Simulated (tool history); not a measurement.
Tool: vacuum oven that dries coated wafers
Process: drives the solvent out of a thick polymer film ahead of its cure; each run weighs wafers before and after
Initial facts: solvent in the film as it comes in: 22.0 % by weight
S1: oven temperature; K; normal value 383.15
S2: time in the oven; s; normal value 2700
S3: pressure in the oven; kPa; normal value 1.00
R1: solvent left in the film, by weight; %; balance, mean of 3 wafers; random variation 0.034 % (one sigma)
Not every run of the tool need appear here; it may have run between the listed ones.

run	day	S1	S2	S3	R1
1	0.000	383.15	2700	1.00	3.13
2	4.117	383.15	2700	1.00	3.05
# day 4.500: vacuum gauge cleaned of residue and calibrated
3	7.417	383.15	2700	0.60	2.86
4	11.308	383.15	2700	0.60	2.82
5	14.567	372.15	2700	0.60	6.20
6	17.888	372.15	2700	0.60	6.15
# day 21.229: oven's thermocouples calibrated
7	21.525	383.15	2700	1.00	3.17
8	24.404	394.15	2700	1.00	0.93
9	27.450	383.15	2700	1.00	3.10
10	30.417	383.15	2700	1.00	3.00
11	32.146	383.15	2700	1.46	3.18
12	35.004	383.15	2700	1.46	3.17
13	38.025	383.15	2700	1.00	2.95
14	42.162	383.15	2700	1.00	2.88
15	45.254	383.15	2700	1.00	2.91
16	49.458	383.15	2700	0.92	2.86
17	52.121	383.15	2700	0.92	2.83
18	54.592	383.15	2700	0.92	2.75
19	57.117	383.15	2700	1.00	2.79
20	60.725	383.15	2700	1.00	2.76
21	63.792	383.15	2700	1.00	2.77
22	67.592	391.15	2940	0.78	0.96
23	69.496	370.15	1380	1.00	10.85
24	71.633	371.15	2760	0.58	6.16
# day 74.479: oven's thermocouples calibrated
25	75.679	383.15	3300	1.00	2.04
26	79.512	383.15	3300	1.00	2.08
27	83.383	376.15	1920	1.30	7.32
28	87.412	390.15	3660	0.55	0.69
29	91.158	390.15	1980	1.22	2.73
30	94.092	388.15	1380	3.43	5.74
31	96.046	388.15	1380	3.43	5.72
32	98.375	388.15	1380	3.43	5.68

Forecast run 33:
33	100.833	388.15	1380	3.43	?

Logged for run 33: R1 5.65 %.
With the hidden condition absent and the run-to-run variation left alone, this run would have shown R1 6.10 %.
